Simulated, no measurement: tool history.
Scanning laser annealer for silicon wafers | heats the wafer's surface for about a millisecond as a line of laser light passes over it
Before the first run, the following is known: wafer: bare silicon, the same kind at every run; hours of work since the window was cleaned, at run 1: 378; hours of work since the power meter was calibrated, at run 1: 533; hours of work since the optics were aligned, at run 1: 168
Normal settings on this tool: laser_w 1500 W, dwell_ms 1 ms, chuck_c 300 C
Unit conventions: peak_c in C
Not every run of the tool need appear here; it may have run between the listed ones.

| run | hour | laser_w | dwell_ms | chuck_c | hours of work since the window was cleaned | hours of work since the power meter was calibrated | hours of work since the optics were aligned | peak_c |
|---|---|---|---|---|---|---|---|---|
| 1 | 0 | 1500 | 1 | 300 | 378 | 533 | 168 | 1026 |
| 2 | 45.7 | 1325 | 1 | 300 | 400 | 556 | 191 | 945 |
| 3 | 83.2 | 1325 | 1 | 300 | 419 | 575 | 210 | 943 |
| 4 | 123.3 | 1325 | 1 | 272 | 439 | 595 | 230 | 914 |
| 5 | 167.8 | 1325 | 1 | 272 | 462 | 617 | 252 | 916 |
| 6 | 218 | 1325 | 1 | 272 | 487 | 643 | 277 | 915 |
| 7 | 255.8 | 1325 | 0.72 | 272 | 506 | 661 | 296 | 805 |
| 8 | 303.4 | 1325 | 0.72 | 272 | 529 | 685 | 320 | 801 |
| 9 | 354.3 | 1500 | 1 | 280 | 555 | 711 | 346 | 1000 |
| 10 | 398.4 | 1500 | 1 | 280 | 577 | 733 | 368 | 999 |
| 11 | 424.7 | 1500 | 1 | 280 | 590 | 746 | 381 | 1001 |
| 12 | 454.7 | 1500 | 1 | 280 | 605 | 761 | 396 | 999 |
| 13 | 478.1 | 1576 | 1 | 300 | 617 | 773 | 407 | 1055 |
| 14 | 509.1 | 1576 | 1 | 300 | 632 | 788 | 423 | 1054 |
| 15 | 543.9 | 1576 | 1 | 300 | 650 | 806 | 440 | 1055 |
| 16 | 570.6 | 1500 | 1 | 272 | 663 | 819 | 454 | 990 |
| 17 | 596.5 | 1500 | 1 | 300 | 676 | 832 | 467 | 1019 |
| 18 | 626.8 | 1500 | 1 | 300 | 691 | 847 | 482 | 1017 |
| 19 | 671.6 | 1500 | 1 | 300 | 714 | 869 | 504 | 1015 |
| 20 | 720.2 | 1500 | 0.81 | 300 | 738 | 894 | 529 | 935 |
| 21 | 775.2 | 1580 | 1 | 300 | 765 | 921 | 556 | 1052 |
| 22 | 825.3 | 1592 | 1.15 | 300 | 791 | 946 | 581 | 1114 |
| 23 | 878.8 | 1608 | 0.9 | 272 | 817 | 973 | 608 | 989 |
| 24 | 916 | 1608 | 0.9 | 272 | 836 | 992 | 627 | 987 |
|  | 950 | window over the wafer cleaned |
| 25 | 950 | 1496 | 0.9 | 261 | 0 | 1008 | 643 | 952 |
| 26 | 977.7 | 1487 | 1.1 | 337 | 14 | 1022 | 656 | 1108 |
| 27 | 1027.6 | 1546 | 1.03 | 300 | 39 | 1047 | 681 | 1071 |
| 28 | 1055.9 | 1543 | 0.93 | 290 | 53 | 1061 | 696 | 1015 |
| 29 | 1092.4 | 1296 | 0.73 | 300 | 71 | 1079 | 714 | 833 |
| 30 | 1123.5 | 1296 | 0.73 | 300 | 87 | 1095 | 729 | 835 |
| 31 | 1154.3 | 1296 | 0.73 | 300 | 102 | 1110 | 745 | 832 |
| 32 | 1186.8 | 1500 | 0.82 | 322 | 118 | 1126 | 761 | 975 |
| 33 | 1241.9 | 1486 | 1.15 | 300 | 146 | 1154 | 789 | 1088 |
| 34 | 1277.3 | 1300 | 1 | 273 | 164 | 1172 | 806 | 908 |
| 35 | 1326.6 | 1578 | 1 | 282 | 188 | 1196 | 831 | 1048 |
| 36 | 1356 | 1578 | 1 | 282 | 203 | 1211 | 846 | 1048 |
| 37 | 1409.7 | 1598 | 1.08 | 328 | 230 | 1238 | 873 | 1142 |
| 38 | 1459.8 | 1440 | 1 | 297 | 255 | 1263 | 898 | 995 |
| 39 | 1507.6 | 1440 | 1 | 297 | 279 | 1287 | 922 | 996 |
| 40 | 1534.7 | 1418 | 1 | 267 | 293 | 1300 | 935 | 954 |

For each entry between runs, how does the tool's hidden state at the last listed run before it compare with that at the first listed run after it?
After run 24, before run 25: window over the wafer cleaned (hour 950)
  light that passes the window, % of a clean one's: 96.35 -> 99.95; laser's true power over the reading, %: 0.22 -> 0.23; width of the line over the set one, %: 1.91 -> 1.95
  difference, measured minus the result without the unlogged condition, peak_c: -31 -> -4 C
